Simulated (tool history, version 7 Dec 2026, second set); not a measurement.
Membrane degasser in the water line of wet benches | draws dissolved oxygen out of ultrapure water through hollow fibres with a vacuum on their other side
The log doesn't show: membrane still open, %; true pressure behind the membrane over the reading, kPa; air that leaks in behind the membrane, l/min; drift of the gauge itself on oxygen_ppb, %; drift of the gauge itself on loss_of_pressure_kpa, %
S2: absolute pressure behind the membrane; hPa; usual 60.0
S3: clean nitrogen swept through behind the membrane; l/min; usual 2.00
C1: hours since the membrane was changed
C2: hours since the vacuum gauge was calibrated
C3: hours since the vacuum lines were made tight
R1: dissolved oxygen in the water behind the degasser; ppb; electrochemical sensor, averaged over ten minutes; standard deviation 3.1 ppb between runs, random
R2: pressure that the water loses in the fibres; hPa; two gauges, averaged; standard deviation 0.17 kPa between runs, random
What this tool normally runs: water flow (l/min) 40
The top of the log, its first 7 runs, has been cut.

run 8 hour=263.5 | water_flow_(l/min)=40 S2=60.0 S3=2.00 | C1=1890 C2=3215 C3=1659 | R1=338.4 R2=253.4
run 9 hour=293.0 | water_flow_(l/min)=40 S2=60.0 S3=2.00 | C1=1920 C2=3245 C3=1688 | R1=337.5 R2=254.8
run 10 hour=345.9 | water_flow_(l/min)=40 S2=60.0 S3=2.00 | C1=1973 C2=3297 C3=1741 | R1=336.8 R2=255.0
run 11 hour=391.5 | water_flow_(l/min)=40 S2=60.0 S3=2.00 | C1=2018 C2=3343 C3=1787 | R1=339.5 R2=257.3
run 12 hour=416.0 | water_flow_(l/min)=40 S2=102.6 S3=2.00 | C1=2043 C2=3368 C3=1811 | R1=515.9 R2=255.2
run 13 hour=460.9 | water_flow_(l/min)=40 S2=60.0 S3=2.00 | C1=2088 C2=3412 C3=1856 | R1=335.5 R2=254.7
run 14 hour=515.1 | water_flow_(l/min)=40 S2=60.0 S3=2.00 | C1=2142 C2=3467 C3=1910 | R1=340.0 R2=257.4
run 15 hour=538.4 | water_flow_(l/min)=40 S2=60.0 S3=5.70 | C1=2165 C2=3490 C3=1934 | R1=259.1 R2=256.4
run 16 hour=563.3 | water_flow_(l/min)=40 S2=60.0 S3=5.70 | C1=2190 C2=3515 C3=1958 | R1=261.5 R2=255.8
run 17 hour=593.9 | water_flow_(l/min)=49 S2=70.6 S3=2.35 | C1=2221 C2=3545 C3=1989 | R1=542.0 R2=311.0
run 18 hour=644.0 | water_flow_(l/min)=49 S2=70.6 S3=2.35 | C1=2271 C2=3595 C3=2039 | R1=543.3 R2=309.8
run 19 hour=695.6 | water_flow_(l/min)=50 S2=70.6 S3=2.35 | C1=2323 C2=3647 C3=2091 | R1=566.4 R2=322.1
run 20 hour=739.3 | water_flow_(l/min)=46 S2=124.8 S3=1.14 | C1=2366 C2=3691 C3=2134 | R1=982.5 R2=295.3
run 21 hour=773.8 | water_flow_(l/min)=46 S2=124.8 S3=1.14 | C1=2401 C2=3725 C3=2169 | R1=974.7 R2=294.9
run 22 hour=818.9 | water_flow_(l/min)=57 S2=77.6 S3=0.84 | C1=2446 C2=3770 C3=2214 | R1=1014.5 R2=366.5
run 23 hour=845.1 | water_flow_(l/min)=33 S2=77.6 S3=0.84 | C1=2472 C2=3797 C3=2240 | R1=473.1 R2=211.7
run 24 hour=876.1 | water_flow_(l/min)=33 S2=72.8 S3=2.84 | C1=2503 C2=3828 C3=2271 | R1=224.9 R2=211.4
run 25 hour=899.8 | water_flow_(l/min)=38 S2=64.6 S3=1.96 | C1=2527 C2=3851 C3=2295 | R1=329.0 R2=246.2
run 26 hour=924.4 | water_flow_(l/min)=25 S2=64.6 S3=3.16 | C1=2551 C2=3876 C3=2320 | R1=104.4 R2=162.8
run 27 hour=979.1 | water_flow_(l/min)=42 S2=80.5 S3=1.29 | C1=2606 C2=3931 C3=2374 | R1=568.2 R2=270.5
run 28 hour=1019.5 | water_flow_(l/min)=42 S2=80.5 S3=1.29 | C1=2646 C2=3971 C3=2415 | R1=563.7 R2=269.8
run 29 hour=1046.9 | water_flow_(l/min)=28 S2=60.0 S3=4.61 | C1=2674 C2=3998 C3=2442 | R1=106.3 R2=179.1
-- hour=1065.5 vacuum gauge calibrated
run 30 hour=1099.2 | water_flow_(l/min)=45 S2=122.2 S3=4.61 | C1=2726 C2=34 C3=2494 | R1=492.2 R2=288.4
run 31 hour=1152.7 | water_flow_(l/min)=56 S2=147.9 S3=1.24 | C1=2779 C2=87 C3=2547 | R1=1331.1 R2=358.5
run 32 hour=1203.0 | water_flow_(l/min)=33 S2=124.1 S3=5.10 | C1=2829 C2=138 C3=2598 | R1=252.8 R2=211.2

Each row is a separate what-if for the run after 32, all from the same tool condition, not one after another. Results?
run A hour=1246.2 | water_flow_(l/min)=33 S2=71.6 S3=2.10 | C1=2873 C2=181 C3=2641 | R1=? R2=?
run B hour=1246.2 | water_flow_(l/min)=29 S2=124.1 S3=5.10 | C1=2873 C2=181 C3=2641 | R1=? R2=?
run C hour=1246.2 | water_flow_(l/min)=33 S2=124.1 S3=0.84 | C1=2873 C2=181 C3=2641 | R1=? R2=?
run D hour=1246.2 | water_flow_(l/min)=27 S2=103.6 S3=2.00 | C1=2873 C2=181 C3=2641 | R1=? R2=?

run=A R1=252.5 R2=215.3
run=B R1=197.3 R2=184.6
run=C R1=786.0 R2=210.0
run=D R1=265.9 R2=176.4
Take away the tool's hidden state, keep each run's random variation, and the runs would have read:
run=A R1=240.8 R2=209.5
run=B R1=188.5 R2=179.5
run=C R1=777.0 R2=204.2
run=D R1=259.6 R2=171.6
